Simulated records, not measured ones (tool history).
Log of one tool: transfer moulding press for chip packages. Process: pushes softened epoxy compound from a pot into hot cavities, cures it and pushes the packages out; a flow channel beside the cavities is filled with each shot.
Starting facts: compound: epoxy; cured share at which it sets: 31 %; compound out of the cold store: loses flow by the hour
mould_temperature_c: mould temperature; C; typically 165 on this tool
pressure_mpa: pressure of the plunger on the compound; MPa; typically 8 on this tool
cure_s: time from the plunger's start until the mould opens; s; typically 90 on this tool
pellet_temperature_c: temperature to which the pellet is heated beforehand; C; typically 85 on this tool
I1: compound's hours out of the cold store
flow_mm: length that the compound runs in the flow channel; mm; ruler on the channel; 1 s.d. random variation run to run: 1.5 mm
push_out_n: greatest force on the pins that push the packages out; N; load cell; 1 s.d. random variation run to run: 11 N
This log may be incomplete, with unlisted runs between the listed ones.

run 1 hour=0 | mould_temperature_c=165 pressure_mpa=8 cure_s=90 pellet_temperature_c=85 | I1=18.6 | flow_mm=683 push_out_n=513
-- hour=7.3 cavities cleaned with cleaning compound and waxed
run 2 hour=18.3 | mould_temperature_c=165 pressure_mpa=8 cure_s=90 pellet_temperature_c=85 | I1=46.2 | flow_mm=590 push_out_n=497
run 3 hour=30 | mould_temperature_c=165 pressure_mpa=8 cure_s=90 pellet_temperature_c=85 | I1=22.8 | flow_mm=664 push_out_n=508
run 4 hour=42.8 | mould_temperature_c=165 pressure_mpa=8 cure_s=90 pellet_temperature_c=85 | I1=33.7 | flow_mm=630 push_out_n=517
-- hour=57.6 cavities cleaned with cleaning compound and waxed
run 5 hour=59.2 | mould_temperature_c=165 pressure_mpa=8 cure_s=90 pellet_temperature_c=85 | I1=25.7 | flow_mm=657 push_out_n=517
run 6 hour=67.3 | mould_temperature_c=165 pressure_mpa=8 cure_s=90 pellet_temperature_c=85 | I1=12.2 | flow_mm=707 push_out_n=518
run 7 hour=74.2 | mould_temperature_c=165 pressure_mpa=8 cure_s=90 pellet_temperature_c=85 | I1=11.7 | flow_mm=713 push_out_n=480
run 8 hour=82 | mould_temperature_c=165 pressure_mpa=7.33 cure_s=90 pellet_temperature_c=85 | I1=42.1 | flow_mm=575 push_out_n=499
run 9 hour=93.4 | mould_temperature_c=165 pressure_mpa=8 cure_s=90 pellet_temperature_c=88 | I1=9.2 | flow_mm=720 push_out_n=519
-- hour=107.6 cavities cleaned with cleaning compound and waxed
run 10 hour=107.6 | mould_temperature_c=165 pressure_mpa=8 cure_s=90 pellet_temperature_c=85 | I1=14.5 | flow_mm=701 push_out_n=485
run 11 hour=120.3 | mould_temperature_c=165 pressure_mpa=8 cure_s=90 pellet_temperature_c=85 | I1=11.8 | flow_mm=712 push_out_n=508
run 12 hour=129.4 | mould_temperature_c=165 pressure_mpa=8 cure_s=90 pellet_temperature_c=85 | I1=22.1 | flow_mm=666 push_out_n=490
run 13 hour=138.4 | mould_temperature_c=165 pressure_mpa=8 cure_s=90 pellet_temperature_c=85 | I1=47.6 | flow_mm=587 push_out_n=506
run 14 hour=145.3 | mould_temperature_c=165 pressure_mpa=8 cure_s=90 pellet_temperature_c=85 | I1=33.3 | flow_mm=630 push_out_n=486
-- hour=151.6 plunger's sealing rings changed
-- hour=161.3 cavities cleaned with cleaning compound and waxed
run 15 hour=163.4 | mould_temperature_c=165 pressure_mpa=8 cure_s=90 pellet_temperature_c=85 | I1=44.5 | flow_mm=597 push_out_n=474
run 16 hour=174.4 | mould_temperature_c=165 pressure_mpa=8 cure_s=86 pellet_temperature_c=85 | I1=11.3 | flow_mm=711 push_out_n=532
run 17 hour=191.1 | mould_temperature_c=173 pressure_mpa=6.5 cure_s=75 pellet_temperature_c=89 | I1=36.5 | flow_mm=551 push_out_n=452
-- hour=196.6 mould's thermocouples calibrated
run 18 hour=202.1 | mould_temperature_c=173 pressure_mpa=6.5 cure_s=75 pellet_temperature_c=89 | I1=42.9 | flow_mm=531 push_out_n=476
-- hour=214.2 cavities cleaned with cleaning compound and waxed
run 19 hour=219.7 | mould_temperature_c=165 pressure_mpa=6.36 cure_s=73 pellet_temperature_c=94 | I1=38.1 | flow_mm=549 push_out_n=609
run 20 hour=229.8 | mould_temperature_c=161 pressure_mpa=8 cure_s=71 pellet_temperature_c=89 | I1=12.1 | flow_mm=716 push_out_n=962
run 21 hour=242.7 | mould_temperature_c=165 pressure_mpa=8 cure_s=80 pellet_temperature_c=85 | I1=28.5 | flow_mm=651 push_out_n=544
run 22 hour=255.4 | mould_temperature_c=165 pressure_mpa=6.53 cure_s=76 pellet_temperature_c=85 | I1=14.2 | flow_mm=632 push_out_n=609
-- hour=264.5 cavities cleaned with cleaning compound and waxed
run 23 hour=271.5 | mould_temperature_c=160 pressure_mpa=6.53 cure_s=113 pellet_temperature_c=85 | I1=38.5 | flow_mm=564 push_out_n=479
run 24 hour=281.6 | mould_temperature_c=160 pressure_mpa=6.53 cure_s=113 pellet_temperature_c=85 | I1=42.7 | flow_mm=550 push_out_n=500
run 25 hour=297.6 | mould_temperature_c=160 pressure_mpa=6.26 cure_s=88 pellet_temperature_c=85 | I1=36.4 | flow_mm=555 push_out_n=622
run 26 hour=308.4 | mould_temperature_c=160 pressure_mpa=6.26 cure_s=88 pellet_temperature_c=85 | I1=22.3 | flow_mm=601 push_out_n=630
-- hour=315.7 cavities cleaned with cleaning compound and waxed
run 27 hour=326.1 | mould_temperature_c=170 pressure_mpa=9.55 cure_s=79 pellet_temperature_c=78 | I1=46.2 | flow_mm=638 push_out_n=479
run 28 hour=335.4 | mould_temperature_c=170 pressure_mpa=9.51 cure_s=82 pellet_temperature_c=78 | I1=15.3 | flow_mm=751 push_out_n=479

Predict each of these 3 candidate next runs independently; none follows another, all start after run 28:
run A hour=343.2 | mould_temperature_c=165 pressure_mpa=8 cure_s=104 pellet_temperature_c=85 | I1=10.5 | flow_mm=? push_out_n=?
run B hour=343.2 | mould_temperature_c=165 pressure_mpa=6.52 cure_s=75 pellet_temperature_c=85 | I1=44.5 | flow_mm=? push_out_n=?
run C hour=343.2 | mould_temperature_c=165 pressure_mpa=8 cure_s=118 pellet_temperature_c=85 | I1=46.4 | flow_mm=? push_out_n=?

run=A flow_mm=714 push_out_n=470
run=B flow_mm=537 push_out_n=598
run=C flow_mm=591 push_out_n=429
Without the tool's hidden state the same runs would have given:
run=A flow_mm=714 push_out_n=466
run=B flow_mm=537 push_out_n=594
run=C flow_mm=591 push_out_n=425
